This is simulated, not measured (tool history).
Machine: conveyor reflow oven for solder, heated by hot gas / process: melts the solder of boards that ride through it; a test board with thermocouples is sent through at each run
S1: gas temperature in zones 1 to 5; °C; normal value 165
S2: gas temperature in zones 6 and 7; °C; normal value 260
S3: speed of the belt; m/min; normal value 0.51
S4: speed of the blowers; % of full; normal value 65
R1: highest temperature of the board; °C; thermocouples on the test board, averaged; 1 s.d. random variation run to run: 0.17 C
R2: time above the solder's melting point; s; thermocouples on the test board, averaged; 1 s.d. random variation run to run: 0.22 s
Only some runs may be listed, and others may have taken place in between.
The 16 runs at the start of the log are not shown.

run,day,S1,S2,S3,S4,R1,R2
17,17.371,179,260,0.596,65,241.7,44.1
18,18.35,179,260,0.596,65,241.2,44.2
19,19.262,179,260,0.596,65,241,43.7
20,20.217,165,269,0.412,65,257.9,79.9
21,21.1,165,269,0.412,65,258.1,80.1
22,21.908,165,269,0.412,65,257.8,79.7
# day 23.175: belt drive overhauled, speed set with a stopwatch, once more
23,23.325,165,269,0.561,72,248.4,49.1
24,24.412,165,267,0.51,79,251.3,57.6
25,25.521,165,252,0.577,65,231.4,28.8
26,26.979,166,268,0.51,65,249.1,54.9
27,28.571,166,268,0.51,65,249.6,55.5
28,29.45,166,268,0.51,65,249.4,54.6
29,30.767,165,260,0.51,54,239.2,43.6
30,32.075,165,260,0.51,54,239.2,43.6
31,32.8,165,260,0.51,54,239,43.7

Here are 3 independent what-if runs from the current tool condition. What would each one return?
A,34.342,165,269,0.51,65,?,?
B,34.342,165,260,0.51,74,?,?
C,34.342,165,260,0.419,61,?,?

run,R1,R2
A,249.2,55.1
B,243.7,49.8
C,247.3,67.3
With the hidden condition removed and each run's random variation left untouched, the same runs would have given:
run,R1,R2
A,251.5,58.1
B,245.8,53.3
C,248.4,69.9

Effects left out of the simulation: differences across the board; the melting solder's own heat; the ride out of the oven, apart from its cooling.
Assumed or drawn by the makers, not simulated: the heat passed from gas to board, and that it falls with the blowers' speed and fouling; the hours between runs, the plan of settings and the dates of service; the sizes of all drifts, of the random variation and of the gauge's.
